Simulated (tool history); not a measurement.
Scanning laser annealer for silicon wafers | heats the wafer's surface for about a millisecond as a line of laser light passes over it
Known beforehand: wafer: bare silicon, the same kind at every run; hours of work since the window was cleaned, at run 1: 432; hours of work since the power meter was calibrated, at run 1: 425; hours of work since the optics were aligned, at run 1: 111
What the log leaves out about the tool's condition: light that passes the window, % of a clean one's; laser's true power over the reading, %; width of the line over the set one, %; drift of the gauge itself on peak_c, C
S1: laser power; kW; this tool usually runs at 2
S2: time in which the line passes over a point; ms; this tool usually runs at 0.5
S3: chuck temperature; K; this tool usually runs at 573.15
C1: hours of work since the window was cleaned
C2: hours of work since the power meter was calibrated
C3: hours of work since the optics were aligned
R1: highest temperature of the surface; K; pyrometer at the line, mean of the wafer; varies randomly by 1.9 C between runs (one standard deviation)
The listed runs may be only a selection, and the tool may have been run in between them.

{"run": 1, "hour": 0.0, "S1": 2, "S2": 0.5, "S3": 573.15, "C1": 432, "C2": 425, "C3": 111, "R1": 1345.15}
{"hour": 27.3, "done": "window over the wafer cleaned"}
{"run": 2, "hour": 38.9, "S1": 2, "S2": 0.5, "S3": 573.15, "C1": 8, "C2": 451, "C3": 136, "R1": 1365.15}
{"run": 3, "hour": 93.6, "S1": 2, "S2": 0.5, "S3": 573.15, "C1": 45, "C2": 488, "C3": 174, "R1": 1363.15}
{"run": 4, "hour": 150.1, "S1": 2, "S2": 0.5, "S3": 573.15, "C1": 84, "C2": 527, "C3": 213, "R1": 1358.15}
{"run": 5, "hour": 181.8, "S1": 2, "S2": 0.5, "S3": 559.15, "C1": 106, "C2": 549, "C3": 234, "R1": 1345.15}
{"run": 6, "hour": 234.3, "S1": 2, "S2": 0.5, "S3": 559.15, "C1": 142, "C2": 585, "C3": 270, "R1": 1347.15}
{"run": 7, "hour": 264.0, "S1": 2, "S2": 0.5, "S3": 559.15, "C1": 162, "C2": 605, "C3": 291, "R1": 1341.15}
{"run": 8, "hour": 299.6, "S1": 1.72, "S2": 0.5, "S3": 559.15, "C1": 187, "C2": 629, "C3": 315, "R1": 1218.15}
{"run": 9, "hour": 355.0, "S1": 1.72, "S2": 0.473, "S3": 559.15, "C1": 225, "C2": 667, "C3": 353, "R1": 1200.15}
{"run": 10, "hour": 406.0, "S1": 1.72, "S2": 0.473, "S3": 559.15, "C1": 260, "C2": 702, "C3": 388, "R1": 1197.15}
{"run": 11, "hour": 430.5, "S1": 1.72, "S2": 0.473, "S3": 559.15, "C1": 276, "C2": 719, "C3": 405, "R1": 1200.15}
{"run": 12, "hour": 471.1, "S1": 2, "S2": 0.5, "S3": 573.15, "C1": 304, "C2": 747, "C3": 433, "R1": 1349.15}
{"run": 13, "hour": 519.8, "S1": 2, "S2": 0.5, "S3": 573.15, "C1": 337, "C2": 780, "C3": 466, "R1": 1347.15}
{"run": 14, "hour": 546.5, "S1": 2, "S2": 0.5, "S3": 573.15, "C1": 356, "C2": 799, "C3": 484, "R1": 1344.15}
{"run": 15, "hour": 580.8, "S1": 2, "S2": 0.5, "S3": 573.15, "C1": 379, "C2": 822, "C3": 508, "R1": 1342.15}
{"run": 16, "hour": 626.9, "S1": 2, "S2": 0.5, "S3": 573.15, "C1": 411, "C2": 854, "C3": 539, "R1": 1342.15}
{"run": 17, "hour": 680.0, "S1": 2.141, "S2": 0.5, "S3": 573.15, "C1": 447, "C2": 890, "C3": 576, "R1": 1402.15}
{"hour": 686.0, "done": "window over the wafer cleaned"}
{"run": 18, "hour": 711.4, "S1": 2.141, "S2": 0.5, "S3": 573.15, "C1": 17, "C2": 910, "C3": 596, "R1": 1419.15}
{"hour": 720.4, "done": "optics aligned, line set to its width"}
{"run": 19, "hour": 765.8, "S1": 2, "S2": 0.5, "S3": 586.15, "C1": 51, "C2": 944, "C3": 31, "R1": 1363.15}
{"run": 20, "hour": 789.5, "S1": 2, "S2": 0.5, "S3": 573.15, "C1": 67, "C2": 960, "C3": 47, "R1": 1348.15}
{"run": 21, "hour": 840.0, "S1": 1.756, "S2": 0.5, "S3": 533.15, "C1": 102, "C2": 995, "C3": 82, "R1": 1201.15}
{"run": 22, "hour": 862.9, "S1": 1.984, "S2": 0.465, "S3": 573.15, "C1": 118, "C2": 1011, "C3": 98, "R1": 1312.15}
{"run": 23, "hour": 888.8, "S1": 2.099, "S2": 0.465, "S3": 580.15, "C1": 136, "C2": 1028, "C3": 115, "R1": 1367.15}
{"run": 24, "hour": 930.2, "S1": 1.735, "S2": 0.5, "S3": 580.15, "C1": 164, "C2": 1057, "C3": 144, "R1": 1237.15}
{"run": 25, "hour": 979.2, "S1": 1.733, "S2": 0.594, "S3": 586.15, "C1": 197, "C2": 1090, "C3": 177, "R1": 1296.15}
{"run": 26, "hour": 1031.5, "S1": 2, "S2": 0.594, "S3": 575.15, "C1": 233, "C2": 1126, "C3": 213, "R1": 1405.15}
{"hour": 1039.6, "done": "optics aligned, line set to its width, once more"}
{"run": 27, "hour": 1070.4, "S1": 2, "S2": 0.594, "S3": 575.15, "C1": 257, "C2": 1149, "C3": 21, "R1": 1431.15}
{"run": 28, "hour": 1102.8, "S1": 2, "S2": 0.594, "S3": 575.15, "C1": 279, "C2": 1171, "C3": 43, "R1": 1427.15}
{"run": 29, "hour": 1138.1, "S1": 1.996, "S2": 0.594, "S3": 594.15, "C1": 303, "C2": 1196, "C3": 68, "R1": 1445.15}
{"run": 30, "hour": 1179.7, "S1": 1.835, "S2": 0.463, "S3": 573.15, "C1": 331, "C2": 1224, "C3": 96, "R1": 1261.15}
{"run": 31, "hour": 1231.7, "S1": 2, "S2": 0.5, "S3": 596.15, "C1": 367, "C2": 1260, "C3": 132, "R1": 1378.15}
{"run": 32, "hour": 1283.6, "S1": 2, "S2": 0.5, "S3": 596.15, "C1": 403, "C2": 1295, "C3": 167, "R1": 1380.15}
{"run": 33, "hour": 1310.7, "S1": 2, "S2": 0.5, "S3": 596.15, "C1": 421, "C2": 1314, "C3": 186, "R1": 1373.15}
{"hour": 1351.7, "done": "window over the wafer cleaned"}
{"run": 34, "hour": 1352.9, "S1": 2, "S2": 0.425, "S3": 596.15, "C1": 1, "C2": 1341, "C3": 213, "R1": 1336.15}
{"run": 35, "hour": 1378.0, "S1": 2, "S2": 0.425, "S3": 596.15, "C1": 18, "C2": 1359, "C3": 231, "R1": 1335.15}
{"run": 36, "hour": 1422.4, "S1": 2, "S2": 0.514, "S3": 596.15, "C1": 48, "C2": 1389, "C3": 261, "R1": 1398.15}
{"run": 37, "hour": 1449.4, "S1": 1.899, "S2": 0.5, "S3": 573.15, "C1": 67, "C2": 1408, "C3": 279, "R1": 1320.15}
{"run": 38, "hour": 1500.2, "S1": 1.973, "S2": 0.353, "S3": 611.15, "C1": 102, "C2": 1442, "C3": 314, "R1": 1272.15}
{"run": 39, "hour": 1546.6, "S1": 1.973, "S2": 0.353, "S3": 611.15, "C1": 134, "C2": 1474, "C3": 346, "R1": 1275.15}
{"run": 40, "hour": 1581.3, "S1": 1.973, "S2": 0.353, "S3": 611.15, "C1": 157, "C2": 1498, "C3": 370, "R1": 1271.15}

A few steps of R1 between consecutive runs. Split each: what settings, incoming material and random variation would produce without the hidden state, and what is left over for the hidden state, along with gauge scatter present in only one of the two compared results (measured, and without hidden state):
Run 1 -> 2: window over the wafer cleaned. R1 +20 K: hidden state +19, all else +1.
Run 11 -> 12: S1 1.72 -> 2, S2 0.473 -> 0.5, S3 559.15 -> 573.15. R1 +149 K: hidden state -5, all else +154.
Run 17 -> 18: window over the wafer cleaned. R1 +17 K: hidden state +19, all else -2.
Run 20 -> 21: S1 2 -> 1.756, S3 573.15 -> 533.15. R1 -147 K: hidden state +0, all else -147.
Run 26 -> 27: optics aligned, line set to its width, once more. R1 +26 K: hidden state +26, all else +0.
Run 29 -> 30: S1 1.996 -> 1.835, S2 0.594 -> 0.463, S3 594.15 -> 573.15. R1 -184 K: hidden state +0, all else -184.
